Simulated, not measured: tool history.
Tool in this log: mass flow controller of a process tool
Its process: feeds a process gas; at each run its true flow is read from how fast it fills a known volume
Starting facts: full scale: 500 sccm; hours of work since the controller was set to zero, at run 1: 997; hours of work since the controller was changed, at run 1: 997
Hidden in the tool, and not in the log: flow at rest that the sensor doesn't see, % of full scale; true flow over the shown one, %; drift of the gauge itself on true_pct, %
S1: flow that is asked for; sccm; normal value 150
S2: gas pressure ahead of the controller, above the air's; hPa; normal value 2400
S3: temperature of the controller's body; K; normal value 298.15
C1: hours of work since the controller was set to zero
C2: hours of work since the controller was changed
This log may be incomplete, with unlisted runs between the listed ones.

run 1 hour=0 | S1=150 S2=2400 S3=298.15 | C1=997 C2=997 | true_flow_(%)=99.33
run 2 hour=105.8 | S1=150 S2=2400 S3=298.15 | C1=1066 C2=1066 | true_flow_(%)=99.14
run 3 hour=192.5 | S1=150 S2=2400 S3=298.15 | C1=1122 C2=1122 | true_flow_(%)=98.88
run 4 hour=261.2 | S1=150 S2=2400 S3=298.15 | C1=1167 C2=1167 | true_flow_(%)=98.87
run 5 hour=318.1 | S1=340 S2=2400 S3=298.15 | C1=1204 C2=1204 | true_flow_(%)=98.96
run 6 hour=377.7 | S1=150 S2=2400 S3=298.15 | C1=1243 C2=1243 | true_flow_(%)=98.54
run 7 hour=441.8 | S1=150 S2=2400 S3=298.15 | C1=1284 C2=1284 | true_flow_(%)=98.52
run 8 hour=548.3 | S1=150 S2=2400 S3=298.15 | C1=1354 C2=1354 | true_flow_(%)=98.31
run 9 hour=633.9 | S1=273 S2=2400 S3=298.15 | C1=1410 C2=1410 | true_flow_(%)=98
run 10 hour=689.5 | S1=56 S2=1740 S3=309.15 | C1=1446 C2=1446 | true_flow_(%)=98.56
run 11 hour=769.2 | S1=330 S2=2670 S3=306.15 | C1=1498 C2=1498 | true_flow_(%)=97.92
run 12 hour=838.1 | S1=423 S2=2400 S3=313.15 | C1=1542 C2=1542 | true_flow_(%)=98.46
run 13 hour=921.4 | S1=204 S2=2420 S3=298.15 | C1=1597 C2=1597 | true_flow_(%)=97.54
-- hour=952.8 gauge calibrated
run 14 hour=1001.5 | S1=150 S2=1670 S3=298.15 | C1=1649 C2=1649 | true_flow_(%)=99.69
run 15 hour=1073.2 | S1=284 S2=2800 S3=303.15 | C1=1696 C2=1696 | true_flow_(%)=99.04
run 16 hour=1160.2 | S1=380 S2=2400 S3=295.15 | C1=1752 C2=1752 | true_flow_(%)=99.03

3 options for the next run, each taken on its own from the tool as it stands now. Forecast them:
run A hour=1232.3 | S1=89 S2=2670 S3=298.15 | C1=1799 C2=1799 | true_flow_(%)=?
run B hour=1232.3 | S1=182 S2=1830 S3=298.15 | C1=1799 C2=1799 | true_flow_(%)=?
run C hour=1232.3 | S1=380 S2=2400 S3=297.15 | C1=1799 C2=1799 | true_flow_(%)=?

run=A true_flow_(%)=98.61
run=B true_flow_(%)=99.08
run=C true_flow_(%)=99.01
The same runs, with their run-to-run variation unchanged, on a tool lacking any hidden condition would have given:
run=A true_flow_(%)=99.21
run=B true_flow_(%)=99.69
run=C true_flow_(%)=99.61

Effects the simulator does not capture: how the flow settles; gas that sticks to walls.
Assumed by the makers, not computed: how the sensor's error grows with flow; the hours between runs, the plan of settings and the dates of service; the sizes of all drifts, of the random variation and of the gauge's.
